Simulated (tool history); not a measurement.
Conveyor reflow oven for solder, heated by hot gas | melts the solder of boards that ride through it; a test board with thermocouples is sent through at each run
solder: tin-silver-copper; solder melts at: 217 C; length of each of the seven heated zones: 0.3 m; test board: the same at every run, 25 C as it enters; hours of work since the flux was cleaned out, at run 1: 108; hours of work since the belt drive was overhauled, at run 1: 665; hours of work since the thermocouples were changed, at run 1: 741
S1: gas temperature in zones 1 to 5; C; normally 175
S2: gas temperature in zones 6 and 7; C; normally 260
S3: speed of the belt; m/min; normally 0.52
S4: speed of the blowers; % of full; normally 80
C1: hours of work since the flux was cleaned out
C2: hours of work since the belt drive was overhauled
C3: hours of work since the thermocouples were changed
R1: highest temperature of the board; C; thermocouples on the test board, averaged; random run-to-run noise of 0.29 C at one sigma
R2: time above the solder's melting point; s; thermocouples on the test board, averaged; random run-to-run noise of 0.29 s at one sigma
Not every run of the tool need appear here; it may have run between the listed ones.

Run 1, day 0: usual settings; C1 108; C2 665; C3 741. Result: R1 245.3 C, R2 48.4 s.
Run 2, day 0.579: usual settings but S3 0.59 m/min; C1 119; C2 676; C3 752. Result: R1 242.1 C, R2 39.1 s.
Run 3, day 1.208: usual settings but S4 88 % of full; C1 131; C2 688; C3 764. Result: R1 246.9 C, R2 49.9 s.
Run 4, day 1.85: usual settings but S4 55 % of full; C1 143; C2 700; C3 776. Result: R1 239.3 C, R2 41.5 s.
Run 5, day 2.517: usual settings; C1 156; C2 713; C3 789. Result: R1 245.1 C, R2 48.6 s.
Run 6, day 3.008: usual settings but S4 71 % of full; C1 165; C2 722; C3 798. Result: R1 243.6 C, R2 46.2 s.
At day 4.067: thermocouples of zones 6 and 7 changed.
Run 7, day 4.071: usual settings but S4 71 % of full; C1 183; C2 741; C3 0. Result: R1 244.7 C, R2 47.3 s.
Run 8, day 4.621: usual settings but S1 181 C, S4 71 % of full; C1 194; C2 751; C3 10. Result: R1 246 C, R2 50.4 s.
Run 9, day 5.596: usual settings but S1 181 C, S4 71 % of full; C1 212; C2 769; C3 29. Result: R1 245.9 C, R2 50.7 s.
Run 10, day 6.158: usual settings but S1 181 C, S4 71 % of full; C1 223; C2 780; C3 40. Result: R1 245.5 C, R2 50.7 s.
Run 11, day 6.708: usual settings but S3 0.514 m/min; C1 233; C2 791; C3 50. Result: R1 247.1 C, R2 49.9 s.
Run 12, day 7.467: usual settings but S1 189 C; C1 248; C2 805; C3 64. Result: R1 249.1 C, R2 56.2 s.
Run 13, day 8.167: usual settings but S1 189 C; C1 261; C2 818; C3 77. Result: R1 248.2 C, R2 56.4 s.
Run 14, day 8.796: usual settings but S1 189 C; C1 273; C2 830; C3 89. Result: R1 248.9 C, R2 56.5 s.
Run 15, day 9.55: usual settings; C1 287; C2 844; C3 104. Result: R1 246 C, R2 49 s.
Run 16, day 10.433: usual settings; C1 304; C2 861; C3 120. Result: R1 246.4 C, R2 48.8 s.
Run 17, day 10.942: usual settings; C1 313; C2 871; C3 130. Result: R1 246.9 C, R2 48.9 s.
At day 11.317: belt drive overhauled, speed set with a stopwatch.
Run 18, day 11.529: usual settings but S1 161 C, S2 252 C, S3 0.578 m/min, S4 62 % of full; C1 321; C2 4; C3 138. Result: R1 227.8 C, R2 19.4 s.
Run 19, day 12.167: usual settings but S1 186 C, S2 268 C, S3 0.576 m/min, S4 56 % of full; C1 333; C2 16; C3 150. Result: R1 245.3 C, R2 43.7 s.
Run 20, day 12.867: usual settings but S1 186 C, S2 268 C, S3 0.576 m/min, S4 56 % of full; C1 347; C2 29; C3 163. Result: R1 246 C, R2 43.4 s.
Run 21, day 13.4: usual settings but S3 0.601 m/min; C1 357; C2 39; C3 173. Result: R1 240.7 C, R2 36.8 s.
Run 22, day 13.983: usual settings but S1 184 C, S2 263 C, S3 0.59 m/min, S4 54 % of full; C1 368; C2 50; C3 184. Result: R1 239.1 C, R2 35.7 s.
Run 23, day 14.85: usual settings but S2 272 C, S4 51 % of full; C1 384; C2 67; C3 201. Result: R1 247.8 C, R2 46.9 s.
Run 24, day 15.342: usual settings but S2 272 C, S4 51 % of full; C1 393; C2 76; C3 210. Result: R1 247.4 C, R2 46.5 s.
Run 25, day 16.138: usual settings but S2 272 C, S4 51 % of full; C1 408; C2 91; C3 225. Result: R1 247.5 C, R2 47.2 s.
Run 26, day 17.133: usual settings but S1 168 C, S2 264 C, S3 0.611 m/min, S4 85 % of full; C1 427; C2 110; C3 244. Result: R1 242.6 C, R2 35.2 s.
Run 27, day 17.962: usual settings but S1 189 C, S2 264 C, S3 0.459 m/min, S4 55 % of full; C1 443; C2 126; C3 260. Result: R1 249 C, R2 62.4 s.
Run 28, day 18.517: usual settings but S1 185 C, S2 264 C, S3 0.459 m/min, S4 55 % of full; C1 453; C2 136; C3 270. Result: R1 248.3 C, R2 59.5 s.
Run 29, day 19.467: usual settings but S1 185 C, S2 264 C, S3 0.459 m/min, S4 55 % of full; C1 471; C2 154; C3 288. Result: R1 248.8 C, R2 60.1 s.
At day 19.983: flux residue cleaned out of gas plates and filters.
Run 30, day 20.304: usual settings but S1 186 C, S3 0.46 m/min; C1 6; C2 166; C3 300. Result: R1 251 C, R2 64.5 s.

What if the next run were any one of these 4? Each begins from the tool's condition after run 30:
Run A, day 21.283: usual settings but S1 182 C, S3 0.46 m/min; C1 25; C2 185; C3 319. Result: R1 ?, R2 ?.
Run B, day 21.283: usual settings but S4 51 % of full; C1 25; C2 185; C3 319. Result: R1 ?, R2 ?.
Run C, day 21.283: usual settings but S2 266 C, S3 0.555 m/min, S4 58 % of full; C1 25; C2 185; C3 319. Result: R1 ?, R2 ?.
Run D, day 21.283: usual settings but S1 162 C, S3 0.46 m/min; C1 25; C2 185; C3 319. Result: R1 ?, R2 ?.

run     R1    R2
  A  250.3  62.6
  B  239.6  39.9
  C  244.2  42.1
  D    248  53.5
With the hidden condition removed and each run's random variation left untouched, the same runs would have given:
run     R1    R2
  A  250.5  62.4
  B  239.8  39.9
  C  244.4  42.1
  D  248.2  53.5
